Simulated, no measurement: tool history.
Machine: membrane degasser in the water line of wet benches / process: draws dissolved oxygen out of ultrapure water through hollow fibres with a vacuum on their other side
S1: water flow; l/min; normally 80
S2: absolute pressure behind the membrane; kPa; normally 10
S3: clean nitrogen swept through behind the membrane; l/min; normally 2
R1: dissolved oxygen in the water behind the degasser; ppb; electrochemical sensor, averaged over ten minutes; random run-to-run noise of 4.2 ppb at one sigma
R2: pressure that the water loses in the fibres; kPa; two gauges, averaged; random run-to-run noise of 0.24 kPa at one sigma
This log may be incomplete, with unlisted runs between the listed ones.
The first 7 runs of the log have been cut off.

run	hour	S1	S2	S3	R1	R2
8	1794.6	68	7	2	287.8	54.31
9	2118	68	7	2	286.5	54.31
10	2328.4	80	10	0.8	1012.3	63.59
11	2599.9	80	13.1	0.8	1400.7	63.86
12	2919.6	80	15.9	0.8	1717.1	63.63
13	3156.2	80	15.9	0.8	1732.2	64.24
14	3490.8	80	15.9	0.8	1753.5	63.61
# hour 3754.5: seals of the vacuum lines changed
15	3766.3	80	10	2	563.3	64.05

Expected results for the next run?
16	3919.7	80	7.9	2	?	?

R1: 420.4 ppb
R2: 64.25 kPa
Minus the tool's unlogged condition, the same run would have read R1 400.7 ppb, R2 62.26 kPa.
